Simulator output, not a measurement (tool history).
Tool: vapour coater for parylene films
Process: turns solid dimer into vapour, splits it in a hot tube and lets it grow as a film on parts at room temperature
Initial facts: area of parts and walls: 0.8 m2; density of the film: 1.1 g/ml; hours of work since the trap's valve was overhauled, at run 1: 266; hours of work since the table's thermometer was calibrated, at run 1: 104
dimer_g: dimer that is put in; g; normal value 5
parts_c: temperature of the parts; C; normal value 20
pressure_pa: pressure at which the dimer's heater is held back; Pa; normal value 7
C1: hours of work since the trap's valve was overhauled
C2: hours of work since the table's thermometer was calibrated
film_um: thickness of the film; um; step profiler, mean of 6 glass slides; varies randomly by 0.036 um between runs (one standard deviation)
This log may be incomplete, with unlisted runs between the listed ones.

Run 1, hour 0: usual settings; C1 266; C2 104. Result: film_um 3.51 um.
Run 2, hour 12: usual settings; C1 273; C2 111. Result: film_um 3.38 um.
Run 3, hour 23.5: usual settings but parts_c 19 C; C1 280; C2 118. Result: film_um 3.54 um.
Run 4, hour 33.9: usual settings but parts_c 19 C; C1 286; C2 124. Result: film_um 3.46 um.
Run 5, hour 45.9: usual settings but parts_c 13 C; C1 293; C2 131. Result: film_um 4.1 um.
Run 6, hour 57.9: usual settings but parts_c 13 C; C1 300; C2 138. Result: film_um 4.14 um.
Run 7, hour 74.4: usual settings but dimer_g 3 g; C1 310; C2 148. Result: film_um 2.05 um.
Run 8, hour 82.2: usual settings but dimer_g 3 g; C1 314; C2 153. Result: film_um 2.03 um.
Run 9, hour 99.6: usual settings but dimer_g 3 g; C1 325; C2 163. Result: film_um 2.02 um.
Run 10, hour 108: usual settings; C1 329; C2 168. Result: film_um 3.46 um.
Run 11, hour 117.7: usual settings but dimer_g 3 g, parts_c 18 C; C1 335; C2 173. Result: film_um 2.15 um.
Run 12, hour 134.6: usual settings but dimer_g 2 g, parts_c 18 C; C1 345; C2 183. Result: film_um 1.38 um.
Run 13, hour 145.9: usual settings but dimer_g 7 g, pressure_pa 9.88 Pa; C1 352; C2 190. Result: film_um 4.45 um.
Run 14, hour 155.1: usual settings but dimer_g 8 g, pressure_pa 7.51 Pa; C1 357; C2 195. Result: film_um 5.33 um.
Run 15, hour 163.7: usual settings but dimer_g 6 g, parts_c 14 C, pressure_pa 2.34 Pa; C1 362; C2 200. Result: film_um 5.26 um.
Run 16, hour 175.9: usual settings but dimer_g 4 g; C1 369; C2 208. Result: film_um 2.66 um.
Run 17, hour 189.1: usual settings but dimer_g 2 g; C1 377; C2 215. Result: film_um 1.32 um.
At hour 203.1: trap's valve overhauled.
Run 18, hour 207.8: usual settings but dimer_g 8 g, pressure_pa 5.26 Pa; C1 3; C2 224. Result: film_um 6.22 um.
Run 19, hour 220.3: usual settings but dimer_g 2 g, parts_c 29 C, pressure_pa 2.99 Pa; C1 10; C2 231. Result: film_um 1.28 um.

Consider 3 possible next runs. They are alternatives, not a sequence: every one starts from the tool as it was left by run 19. What does each give?
Run A, hour 229.1: usual settings but dimer_g 6 g, parts_c 24 C, pressure_pa 4 Pa; C1 15; C2 236. Result: film_um ?.
Run B, hour 229.1: usual settings but dimer_g 7 g, parts_c 24 C, pressure_pa 3.39 Pa; C1 15; C2 236. Result: film_um ?.
Run C, hour 229.1: usual settings but dimer_g 9 g, parts_c 16 C, pressure_pa 6.71 Pa; C1 15; C2 236. Result: film_um ?.

run  film_um
  A     4.31
  B     5.16
  C     7.68
With the hidden condition removed and each run's random variation left untouched, the same runs would have given:
run  film_um
  A     4.34
  B      5.2
  C     7.73
